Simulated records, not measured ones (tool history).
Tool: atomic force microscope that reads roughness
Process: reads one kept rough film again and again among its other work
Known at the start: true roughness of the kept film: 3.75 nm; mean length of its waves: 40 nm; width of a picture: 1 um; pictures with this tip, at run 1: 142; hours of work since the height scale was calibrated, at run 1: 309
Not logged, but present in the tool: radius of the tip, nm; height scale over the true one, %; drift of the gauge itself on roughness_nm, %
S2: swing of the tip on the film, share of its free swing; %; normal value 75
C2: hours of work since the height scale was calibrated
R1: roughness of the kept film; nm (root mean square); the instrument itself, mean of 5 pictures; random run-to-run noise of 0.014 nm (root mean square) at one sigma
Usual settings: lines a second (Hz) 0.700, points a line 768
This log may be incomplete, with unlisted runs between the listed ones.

run 1 day=0.000 | lines_a_second_(Hz)=0.700 S2=75 points_a_line=768 | pictures_with_this_tip=142 C2=309 | R1=3.317
run 2 day=0.679 | lines_a_second_(Hz)=1.280 S2=75 points_a_line=768 | pictures_with_this_tip=169 C2=318 | R1=3.277
run 3 day=1.279 | lines_a_second_(Hz)=3.012 S2=75 points_a_line=768 | pictures_with_this_tip=193 C2=326 | R1=2.998
run 4 day=1.979 | lines_a_second_(Hz)=3.012 S2=75 points_a_line=768 | pictures_with_this_tip=221 C2=335 | R1=3.014
run 5 day=2.575 | lines_a_second_(Hz)=3.012 S2=75 points_a_line=768 | pictures_with_this_tip=245 C2=343 | R1=2.992
-- day=2.883 new tip fitted
run 6 day=3.296 | lines_a_second_(Hz)=3.012 S2=75 points_a_line=768 | pictures_with_this_tip=16 C2=352 | R1=3.024
run 7 day=4.104 | lines_a_second_(Hz)=3.012 S2=75 points_a_line=768 | pictures_with_this_tip=49 C2=363 | R1=3.030
run 8 day=4.571 | lines_a_second_(Hz)=1.795 S2=75 points_a_line=768 | pictures_with_this_tip=67 C2=369 | R1=3.176
run 9 day=5.438 | lines_a_second_(Hz)=3.464 S2=75 points_a_line=768 | pictures_with_this_tip=101 C2=380 | R1=2.999
run 10 day=6.371 | lines_a_second_(Hz)=3.464 S2=75 points_a_line=768 | pictures_with_this_tip=139 C2=393 | R1=2.972
run 11 day=7.021 | lines_a_second_(Hz)=0.700 S2=75 points_a_line=768 | pictures_with_this_tip=164 C2=401 | R1=3.311
run 12 day=7.717 | lines_a_second_(Hz)=0.700 S2=75 points_a_line=293 | pictures_with_this_tip=192 C2=411 | R1=3.308
run 13 day=8.358 | lines_a_second_(Hz)=0.700 S2=75 points_a_line=768 | pictures_with_this_tip=218 C2=419 | R1=3.318
run 14 day=8.938 | lines_a_second_(Hz)=0.700 S2=75 points_a_line=768 | pictures_with_this_tip=241 C2=427 | R1=3.299
-- day=9.325 new tip fitted
run 15 day=9.350 | lines_a_second_(Hz)=0.700 S2=75 points_a_line=875 | pictures_with_this_tip=1 C2=432 | R1=3.366
run 16 day=9.812 | lines_a_second_(Hz)=0.700 S2=75 points_a_line=768 | pictures_with_this_tip=20 C2=438 | R1=3.340
run 17 day=10.612 | lines_a_second_(Hz)=0.700 S2=75 points_a_line=768 | pictures_with_this_tip=51 C2=449 | R1=3.329
run 18 day=11.533 | lines_a_second_(Hz)=0.700 S2=75 points_a_line=768 | pictures_with_this_tip=88 C2=461 | R1=3.325
run 19 day=12.321 | lines_a_second_(Hz)=3.793 S2=75 points_a_line=768 | pictures_with_this_tip=119 C2=471 | R1=2.935
run 20 day=12.929 | lines_a_second_(Hz)=3.793 S2=75 points_a_line=768 | pictures_with_this_tip=143 C2=479 | R1=2.935
run 21 day=13.696 | lines_a_second_(Hz)=1.865 S2=87 points_a_line=580 | pictures_with_this_tip=174 C2=490 | R1=2.975
run 22 day=14.404 | lines_a_second_(Hz)=1.865 S2=87 points_a_line=580 | pictures_with_this_tip=202 C2=499 | R1=2.976
run 23 day=15.154 | lines_a_second_(Hz)=1.685 S2=76 points_a_line=525 | pictures_with_this_tip=232 C2=509 | R1=3.170
-- day=15.796 new tip fitted
run 24 day=16.088 | lines_a_second_(Hz)=3.304 S2=75 points_a_line=314 | pictures_with_this_tip=12 C2=521 | R1=2.974
run 25 day=17.025 | lines_a_second_(Hz)=1.382 S2=72 points_a_line=310 | pictures_with_this_tip=49 C2=533 | R1=3.222
run 26 day=17.767 | lines_a_second_(Hz)=1.382 S2=61 points_a_line=310 | pictures_with_this_tip=79 C2=543 | R1=3.337
run 27 day=18.179 | lines_a_second_(Hz)=0.700 S2=84 points_a_line=832 | pictures_with_this_tip=95 C2=549 | R1=3.285
run 28 day=19.062 | lines_a_second_(Hz)=0.700 S2=84 points_a_line=832 | pictures_with_this_tip=130 C2=560 | R1=3.272
run 29 day=19.767 | lines_a_second_(Hz)=0.700 S2=84 points_a_line=832 | pictures_with_this_tip=158 C2=570 | R1=3.250
run 30 day=20.654 | lines_a_second_(Hz)=1.493 S2=84 points_a_line=719 | pictures_with_this_tip=194 C2=582 | R1=3.107
run 31 day=21.392 | lines_a_second_(Hz)=1.493 S2=84 points_a_line=719 | pictures_with_this_tip=223 C2=591 | R1=3.115
run 32 day=21.854 | lines_a_second_(Hz)=1.493 S2=84 points_a_line=719 | pictures_with_this_tip=241 C2=597 | R1=3.115
-- day=22.238 new tip fitted
run 33 day=22.721 | lines_a_second_(Hz)=1.493 S2=56 points_a_line=719 | pictures_with_this_tip=19 C2=609 | R1=3.367
run 34 day=23.588 | lines_a_second_(Hz)=2.057 S2=56 points_a_line=309 | pictures_with_this_tip=53 C2=620 | R1=3.295
run 35 day=24.279 | lines_a_second_(Hz)=2.057 S2=56 points_a_line=309 | pictures_with_this_tip=81 C2=629 | R1=3.325
run 36 day=24.800 | lines_a_second_(Hz)=2.057 S2=56 points_a_line=309 | pictures_with_this_tip=101 C2=636 | R1=3.342
run 37 day=25.567 | lines_a_second_(Hz)=2.057 S2=56 points_a_line=309 | pictures_with_this_tip=132 C2=646 | R1=3.297
run 38 day=26.483 | lines_a_second_(Hz)=1.187 S2=75 points_a_line=768 | pictures_with_this_tip=168 C2=659 | R1=3.273

What does the tool deliver on the next run?
run 39 day=27.388 | lines_a_second_(Hz)=0.502 S2=75 points_a_line=457 | pictures_with_this_tip=204 C2=671 | R1=?

R1: 3.327 nm (root mean square)
Minus the tool's unlogged condition, the same run would have read R1 3.336 nm (root mean square).

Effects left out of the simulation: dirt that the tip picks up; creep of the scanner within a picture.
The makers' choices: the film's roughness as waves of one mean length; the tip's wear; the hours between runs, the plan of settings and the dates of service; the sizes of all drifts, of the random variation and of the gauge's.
